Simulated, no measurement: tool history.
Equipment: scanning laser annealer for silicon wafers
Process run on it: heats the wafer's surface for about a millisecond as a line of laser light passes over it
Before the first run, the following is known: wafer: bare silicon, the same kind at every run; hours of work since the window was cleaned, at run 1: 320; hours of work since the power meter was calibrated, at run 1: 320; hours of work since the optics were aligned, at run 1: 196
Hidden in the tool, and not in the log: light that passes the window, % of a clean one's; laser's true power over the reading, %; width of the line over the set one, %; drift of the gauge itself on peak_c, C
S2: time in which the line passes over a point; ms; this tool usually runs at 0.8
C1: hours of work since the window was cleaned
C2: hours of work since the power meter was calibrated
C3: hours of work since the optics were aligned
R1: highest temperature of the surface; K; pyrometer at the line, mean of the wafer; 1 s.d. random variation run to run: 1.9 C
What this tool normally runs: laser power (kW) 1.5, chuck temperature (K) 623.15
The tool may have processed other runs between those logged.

{"run": 1, "day": 0.0, "laser power (kW)": 1.5, "S2": 0.8, "chuck temperature (K)": 623.15, "C1": 320, "C2": 320, "C3": 196, "R1": 1447.15}
{"day": 0.221, "done": "window over the wafer cleaned"}
{"run": 2, "day": 2.35, "laser power (kW)": 1.5, "S2": 0.8, "chuck temperature (K)": 623.15, "C1": 20, "C2": 341, "C3": 218, "R1": 1452.15}
{"run": 3, "day": 4.258, "laser power (kW)": 1.5, "S2": 0.8, "chuck temperature (K)": 623.15, "C1": 39, "C2": 360, "C3": 236, "R1": 1450.15}
{"run": 4, "day": 6.125, "laser power (kW)": 1.5, "S2": 0.8, "chuck temperature (K)": 623.15, "C1": 57, "C2": 378, "C3": 254, "R1": 1453.15}
{"run": 5, "day": 7.983, "laser power (kW)": 1.5, "S2": 0.8, "chuck temperature (K)": 623.15, "C1": 75, "C2": 396, "C3": 272, "R1": 1452.15}
{"run": 6, "day": 9.933, "laser power (kW)": 1.5, "S2": 0.8, "chuck temperature (K)": 623.15, "C1": 94, "C2": 414, "C3": 291, "R1": 1448.15}
{"run": 7, "day": 11.042, "laser power (kW)": 1.5, "S2": 0.8, "chuck temperature (K)": 623.15, "C1": 104, "C2": 425, "C3": 302, "R1": 1450.15}
{"run": 8, "day": 12.829, "laser power (kW)": 1.5, "S2": 0.8, "chuck temperature (K)": 623.15, "C1": 121, "C2": 442, "C3": 319, "R1": 1450.15}
{"run": 9, "day": 14.508, "laser power (kW)": 1.5, "S2": 0.8, "chuck temperature (K)": 623.15, "C1": 138, "C2": 459, "C3": 335, "R1": 1452.15}
{"run": 10, "day": 16.429, "laser power (kW)": 1.5, "S2": 0.8, "chuck temperature (K)": 623.15, "C1": 156, "C2": 477, "C3": 354, "R1": 1448.15}
{"run": 11, "day": 18.225, "laser power (kW)": 1.5, "S2": 0.8, "chuck temperature (K)": 623.15, "C1": 173, "C2": 494, "C3": 371, "R1": 1450.15}
{"run": 12, "day": 19.271, "laser power (kW)": 1.5, "S2": 0.8, "chuck temperature (K)": 623.15, "C1": 184, "C2": 504, "C3": 381, "R1": 1453.15}
{"run": 13, "day": 20.938, "laser power (kW)": 1.5, "S2": 0.8, "chuck temperature (K)": 623.15, "C1": 200, "C2": 520, "C3": 397, "R1": 1451.15}
{"run": 14, "day": 22.404, "laser power (kW)": 1.5, "S2": 0.8, "chuck temperature (K)": 623.15, "C1": 214, "C2": 535, "C3": 411, "R1": 1451.15}
{"run": 15, "day": 24.442, "laser power (kW)": 1.5, "S2": 0.981, "chuck temperature (K)": 623.15, "C1": 233, "C2": 554, "C3": 431, "R1": 1526.15}
{"run": 16, "day": 25.483, "laser power (kW)": 1.5, "S2": 0.981, "chuck temperature (K)": 623.15, "C1": 243, "C2": 564, "C3": 441, "R1": 1524.15}
{"run": 17, "day": 26.467, "laser power (kW)": 1.5, "S2": 0.981, "chuck temperature (K)": 623.15, "C1": 253, "C2": 574, "C3": 450, "R1": 1525.15}
{"run": 18, "day": 28.042, "laser power (kW)": 1.5, "S2": 0.981, "chuck temperature (K)": 623.15, "C1": 268, "C2": 589, "C3": 466, "R1": 1523.15}
{"run": 19, "day": 29.317, "laser power (kW)": 1.45, "S2": 0.61, "chuck temperature (K)": 588.15, "C1": 280, "C2": 601, "C3": 478, "R1": 1292.15}
{"run": 20, "day": 31.183, "laser power (kW)": 1.501, "S2": 0.766, "chuck temperature (K)": 588.15, "C1": 298, "C2": 619, "C3": 496, "R1": 1400.15}
{"run": 21, "day": 33.254, "laser power (kW)": 1.5, "S2": 0.8, "chuck temperature (K)": 592.15, "C1": 318, "C2": 639, "C3": 516, "R1": 1420.15}
{"day": 33.504, "done": "window over the wafer cleaned"}
{"run": 22, "day": 35.221, "laser power (kW)": 1.537, "S2": 0.774, "chuck temperature (K)": 645.15, "C1": 17, "C2": 657, "C3": 534, "R1": 1484.15}
{"run": 23, "day": 37.038, "laser power (kW)": 1.443, "S2": 0.912, "chuck temperature (K)": 593.15, "C1": 34, "C2": 675, "C3": 551, "R1": 1424.15}
{"run": 24, "day": 38.067, "laser power (kW)": 1.308, "S2": 0.732, "chuck temperature (K)": 608.15, "C1": 44, "C2": 685, "C3": 561, "R1": 1278.15}
{"run": 25, "day": 40.142, "laser power (kW)": 1.308, "S2": 0.732, "chuck temperature (K)": 608.15, "C1": 64, "C2": 705, "C3": 581, "R1": 1278.15}
{"run": 26, "day": 41.2, "laser power (kW)": 1.39, "S2": 0.615, "chuck temperature (K)": 644.15, "C1": 74, "C2": 715, "C3": 592, "R1": 1313.15}
{"run": 27, "day": 43.221, "laser power (kW)": 1.475, "S2": 0.83, "chuck temperature (K)": 644.15, "C1": 94, "C2": 734, "C3": 611, "R1": 1467.15}
{"run": 28, "day": 45.196, "laser power (kW)": 1.59, "S2": 0.624, "chuck temperature (K)": 623.15, "C1": 113, "C2": 753, "C3": 630, "R1": 1423.15}
{"run": 29, "day": 46.746, "laser power (kW)": 1.555, "S2": 0.624, "chuck temperature (K)": 623.15, "C1": 128, "C2": 768, "C3": 645, "R1": 1402.15}
{"run": 30, "day": 48.962, "laser power (kW)": 1.555, "S2": 0.624, "chuck temperature (K)": 623.15, "C1": 149, "C2": 790, "C3": 666, "R1": 1402.15}
{"run": 31, "day": 50.279, "laser power (kW)": 1.561, "S2": 0.812, "chuck temperature (K)": 637.15, "C1": 162, "C2": 802, "C3": 679, "R1": 1507.15}
{"run": 32, "day": 52.508, "laser power (kW)": 1.485, "S2": 0.589, "chuck temperature (K)": 638.15, "C1": 183, "C2": 824, "C3": 701, "R1": 1358.15}
{"run": 33, "day": 54.646, "laser power (kW)": 1.5, "S2": 0.722, "chuck temperature (K)": 621.15, "C1": 204, "C2": 844, "C3": 721, "R1": 1411.15}
{"run": 34, "day": 56.2, "laser power (kW)": 1.291, "S2": 0.899, "chuck temperature (K)": 655.15, "C1": 219, "C2": 859, "C3": 736, "R1": 1375.15}

Predict each of these 4 candidate next runs independently; none follows another, all start after run 34:
{"run": "A", "day": 58.046, "laser power (kW)": 1.28, "S2": 0.8, "chuck temperature (K)": 623.15, "C1": 236, "C2": 877, "C3": 754, "R1": "?"}
{"run": "B", "day": 58.046, "laser power (kW)": 1.373, "S2": 0.593, "chuck temperature (K)": 607.15, "C1": 236, "C2": 877, "C3": 754, "R1": "?"}
{"run": "C", "day": 58.046, "laser power (kW)": 1.291, "S2": 0.61, "chuck temperature (K)": 632.15, "C1": 236, "C2": 877, "C3": 754, "R1": "?"}
{"run": "D", "day": 58.046, "laser power (kW)": 1.332, "S2": 0.8, "chuck temperature (K)": 592.15, "C1": 236, "C2": 877, "C3": 754, "R1": "?"}

run=A R1=1303.15
run=B R1=1260.15
run=C R1=1240.15
run=D R1=1304.15
The same runs, with their run-to-run variation unchanged, on a tool lacking any hidden condition would have given:
run=A R1=1304.15
run=B R1=1260.15
run=C R1=1241.15
run=D R1=1305.15
